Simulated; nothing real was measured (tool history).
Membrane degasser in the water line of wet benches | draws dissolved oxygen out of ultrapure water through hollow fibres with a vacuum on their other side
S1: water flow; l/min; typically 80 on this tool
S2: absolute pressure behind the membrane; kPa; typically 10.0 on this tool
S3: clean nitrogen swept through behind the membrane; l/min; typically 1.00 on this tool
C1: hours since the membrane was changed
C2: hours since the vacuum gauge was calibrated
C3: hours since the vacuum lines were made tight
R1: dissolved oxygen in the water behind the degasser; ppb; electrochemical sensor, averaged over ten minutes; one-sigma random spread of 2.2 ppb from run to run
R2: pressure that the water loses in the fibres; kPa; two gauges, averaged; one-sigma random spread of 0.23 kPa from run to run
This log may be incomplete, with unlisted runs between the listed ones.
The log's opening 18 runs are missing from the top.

| run | day | S1 | S2 | S3 | C1 | C2 | C3 | R1 | R2 |
|---|---|---|---|---|---|---|---|---|---|
| 19 | 168.146 | 118 | 15.8 | 0.71 | 7739 | 1810 | 6743 | 2230.9 | 83.12 |
| 20 | 177.867 | 118 | 15.8 | 0.71 | 7973 | 2043 | 6976 | 2232.3 | 82.37 |
| 21 | 188.179 | 80 | 19.4 | 0.80 | 8220 | 2291 | 7224 | 2088.1 | 56.32 |
| 22 | 197.971 | 103 | 21.0 | 1.66 | 8455 | 2526 | 7459 | 1712.5 | 72.20 |
| 23 | 204.854 | 66 | 21.0 | 0.64 | 8620 | 2691 | 7624 | 2276.4 | 46.29 |
| 24 | 215.546 | 80 | 15.8 | 1.00 | 8877 | 2947 | 7881 | 1489.4 | 56.40 |
| 25 | 223.596 | 80 | 15.8 | 1.00 | 9070 | 3141 | 8074 | 1481.4 | 56.11 |
| 26 | 234.525 | 50 | 15.7 | 1.01 | 9333 | 3403 | 8336 | 1061.0 | 35.08 |
| 27 | 246.129 | 108 | 21.1 | 1.37 | 9611 | 3681 | 8615 | 1986.9 | 75.51 |
|  | 249.979 | seals of the vacuum lines changed |
| 28 | 254.783 | 48 | 20.1 | 0.81 | 9817 | 3887 | 115 | 1567.8 | 33.87 |
| 29 | 266.454 | 48 | 20.1 | 0.81 | 10097 | 4167 | 395 | 1561.9 | 33.37 |
| 30 | 278.946 | 48 | 20.1 | 0.81 | 10397 | 4467 | 695 | 1575.9 | 33.51 |
| 31 | 287.967 | 114 | 19.4 | 0.65 | 10613 | 4683 | 912 | 2774.1 | 79.38 |
| 32 | 298.867 | 80 | 7.9 | 0.98 | 10875 | 4945 | 1173 | 623.5 | 55.04 |

Alternative continuations, all from the tool just after run 32; predict every row:
| A | 310.529 | 91 | 17.1 | 1.00 | 11155 | 5225 | 1453 | ? | ? |
| B | 310.529 | 80 | 7.9 | 1.49 | 11155 | 5225 | 1453 | ? | ? |
| C | 310.529 | 63 | 12.6 | 0.98 | 11155 | 5225 | 1453 | ? | ? |

| run | R1 | R2 |
|---|---|---|
| A | 1753.9 | 63.35 |
| B | 473.4 | 55.59 |
| C | 990.6 | 43.46 |
Had the tool no hidden state, the same runs would have come out as:
| run | R1 | R2 |
|---|---|---|
| A | 1753.7 | 65.20 |
| B | 473.2 | 57.21 |
| C | 990.5 | 44.73 |

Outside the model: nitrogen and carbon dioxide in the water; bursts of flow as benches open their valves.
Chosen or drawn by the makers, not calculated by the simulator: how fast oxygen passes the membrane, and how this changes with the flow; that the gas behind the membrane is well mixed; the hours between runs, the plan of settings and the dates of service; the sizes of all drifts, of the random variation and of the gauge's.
